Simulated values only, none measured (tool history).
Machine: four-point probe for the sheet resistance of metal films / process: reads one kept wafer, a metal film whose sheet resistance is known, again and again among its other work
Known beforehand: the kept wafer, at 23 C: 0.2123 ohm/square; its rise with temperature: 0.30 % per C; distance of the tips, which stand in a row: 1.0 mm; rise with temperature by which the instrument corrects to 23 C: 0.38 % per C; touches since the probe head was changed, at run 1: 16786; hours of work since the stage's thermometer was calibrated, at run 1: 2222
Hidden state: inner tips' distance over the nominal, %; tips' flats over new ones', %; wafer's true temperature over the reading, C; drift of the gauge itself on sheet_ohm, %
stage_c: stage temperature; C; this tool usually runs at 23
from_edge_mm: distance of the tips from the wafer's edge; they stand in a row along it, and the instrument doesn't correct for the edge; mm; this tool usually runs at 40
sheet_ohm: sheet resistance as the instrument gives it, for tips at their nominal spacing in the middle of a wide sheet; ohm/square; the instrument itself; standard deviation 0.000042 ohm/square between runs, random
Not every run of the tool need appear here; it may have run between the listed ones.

run,day,stage_c,from_edge_mm,touches since the probe head was changed,hours of work since the stage's thermometer was calibrated,sheet_ohm
1,0,23,40,16786,2222,0.213796
2,1.162,23,40,17373,2244,0.213756
3,2.046,23,40,17817,2260,0.213908
4,3.121,23,40,18360,2281,0.213894
5,3.908,23,40,18757,2295,0.213895
6,5.192,23,40,19405,2319,0.213947
7,5.771,23,40,19697,2330,0.213951
8,6.383,23,40,20007,2342,0.213905
9,7.479,23,40,20560,2362,0.213987
# day 8.033: stage's thermometer calibrated
10,8.188,23,4,20906,3,0.220933
11,8.846,23,4,21238,15,0.220958
12,9.958,23,4,21800,36,0.220956
13,10.558,23,4,22104,47,0.220938
14,11.592,23,4,22624,67,0.220907
# day 12.058: stage's thermometer calibrated, once more
15,12.525,23,4,23086,9,0.220533
16,13.838,23,4,23747,33,0.220506
17,14.588,23,4,24125,47,0.22059
18,15.821,20,40,24747,71,0.214219
19,16.821,20,40,25253,89,0.214272
20,17.696,20,40,25693,106,0.214197
21,18.829,20,40,26266,127,0.214247
22,19.538,20,40,26623,140,0.21428
23,20.171,20,40,26943,152,0.214349
24,21.458,20,40,27592,176,0.214315
25,22.567,18,40,28151,197,0.21472
26,23.85,20,5,28800,221,0.218796
27,24.738,20,5,29248,238,0.218792
28,25.488,25,24,29625,252,0.21362
29,26.783,20,8,30279,276,0.21613
30,28.112,28,36,30951,301,0.212968
31,28.708,32,6,31251,312,0.215286
32,29.342,32,6,31570,324,0.215336
33,30.354,25,6,32083,343,0.216581
34,30.983,29,25,32400,355,0.212951
35,31.642,33,21,32731,367,0.212329
36,32.612,33,21,33222,386,0.212408
37,33.479,23,55,33658,402,0.21386
38,34.046,31,49,33944,413,0.212487
39,35.321,31,31,34587,436,0.212584
40,36.638,20,5,35252,461,0.218841
41,37.988,20,5,35934,487,0.218965
42,38.854,31,12,36370,503,0.213285
43,39.904,31,12,36900,522,0.213302
44,41.133,24,4,37520,546,0.220631

Across each entry between runs, compare the hidden state at the last listed run before it with the hidden state at the first listed run after it:
Logged between run 9 and run 10: stage's thermometer calibrated (day 8.033)
  inner tips' distance over the nominal, %: 0.509 -> 0.512; wafer's true temperature over the reading, C: 0.6 -> 0.75
  the result without the hidden state subtracted from the measured one, sheet_ohm: +0.001554 -> +0.001708 ohm/square
Logged between run 14 and run 15: stage's thermometer calibrated, once more (day 12.058)
  inner tips' distance over the nominal, %: 0.526 -> 0.53; wafer's true temperature over the reading, C: 0.77 -> 0.08
  the result without the hidden state subtracted from the measured one, sheet_ohm: +0.001753 -> +0.001308 ohm/square

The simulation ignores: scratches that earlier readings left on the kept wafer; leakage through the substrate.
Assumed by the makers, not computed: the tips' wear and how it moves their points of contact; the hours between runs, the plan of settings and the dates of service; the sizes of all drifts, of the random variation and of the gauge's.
